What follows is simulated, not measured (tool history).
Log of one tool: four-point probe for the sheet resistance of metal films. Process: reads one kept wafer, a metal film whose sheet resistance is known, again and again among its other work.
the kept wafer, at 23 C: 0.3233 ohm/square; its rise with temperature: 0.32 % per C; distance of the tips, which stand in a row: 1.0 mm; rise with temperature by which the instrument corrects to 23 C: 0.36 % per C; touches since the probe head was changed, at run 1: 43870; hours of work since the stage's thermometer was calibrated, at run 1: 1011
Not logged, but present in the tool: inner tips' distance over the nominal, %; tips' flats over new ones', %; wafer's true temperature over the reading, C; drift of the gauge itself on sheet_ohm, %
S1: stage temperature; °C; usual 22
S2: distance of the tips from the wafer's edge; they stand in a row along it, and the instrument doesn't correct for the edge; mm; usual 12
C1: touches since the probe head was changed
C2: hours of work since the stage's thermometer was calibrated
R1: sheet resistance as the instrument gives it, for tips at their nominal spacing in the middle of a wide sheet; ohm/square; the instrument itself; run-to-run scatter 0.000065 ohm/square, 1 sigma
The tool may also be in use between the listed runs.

run 1 hour=0.0 | S1=22 S2=12 | C1=43870 C2=1011 | R1=0.326375
run 2 hour=27.2 | S1=22 S2=12 | C1=45031 C2=1030 | R1=0.326181
run 3 hour=48.2 | S1=22 S2=12 | C1=45929 C2=1044 | R1=0.326334
run 4 hour=79.3 | S1=24 S2=12 | C1=47255 C2=1065 | R1=0.326104
run 5 hour=111.4 | S1=24 S2=12 | C1=48626 C2=1087 | R1=0.326180
run 6 hour=131.2 | S1=29 S2=12 | C1=49470 C2=1100 | R1=0.325400
run 7 hour=163.8 | S1=22 S2=12 | C1=50860 C2=1123 | R1=0.326488
run 8 hour=183.6 | S1=22 S2=12 | C1=51708 C2=1136 | R1=0.326404
run 9 hour=210.6 | S1=22 S2=11 | C1=52860 C2=1154 | R1=0.326890
run 10 hour=242.3 | S1=22 S2=11 | C1=54215 C2=1176 | R1=0.326764
run 11 hour=256.2 | S1=22 S2=12 | C1=54807 C2=1185 | R1=0.326719
run 12 hour=274.4 | S1=22 S2=12 | C1=55583 C2=1198 | R1=0.326553
run 13 hour=293.5 | S1=26 S2=5 | C1=56399 C2=1211 | R1=0.331708
run 14 hour=307.6 | S1=26 S2=5 | C1=57002 C2=1220 | R1=0.331803
run 15 hour=334.2 | S1=28 S2=21 | C1=58135 C2=1239 | R1=0.325083
run 16 hour=356.4 | S1=30 S2=3 | C1=59083 C2=1254 | R1=0.342830
run 17 hour=371.3 | S1=20 S2=12 | C1=59718 C2=1264 | R1=0.327040
run 18 hour=386.3 | S1=35 S2=8 | C1=60358 C2=1274 | R1=0.326610
run 19 hour=416.4 | S1=35 S2=26 | C1=61646 C2=1295 | R1=0.324174
run 20 hour=434.0 | S1=35 S2=26 | C1=62394 C2=1306 | R1=0.324162
run 21 hour=456.9 | S1=35 S2=26 | C1=63373 C2=1322 | R1=0.324169
run 22 hour=482.8 | S1=32 S2=22 | C1=64480 C2=1340 | R1=0.324767

Table of differences, measured result less the result of that run with no hidden state. Run-to-run variation is the same in both. Gauge scatter possibly is not:
run=1 R1=+0.001663
run=2 R1=+0.001699
run=3 R1=+0.001728
run=4 R1=+0.001763
run=5 R1=+0.001804
run=6 R1=+0.001818
run=7 R1=+0.001875
run=8 R1=+0.001900
run=9 R1=+0.001940
run=10 R1=+0.001978
run=11 R1=+0.001999
run=12 R1=+0.002022
run=13 R1=+0.002074
run=14 R1=+0.002091
run=15 R1=+0.002083
run=16 R1=+0.002216
run=17 R1=+0.002153
run=18 R1=+0.002148
run=19 R1=+0.002169
run=20 R1=+0.002194
run=21 R1=+0.002222
run=22 R1=+0.002261
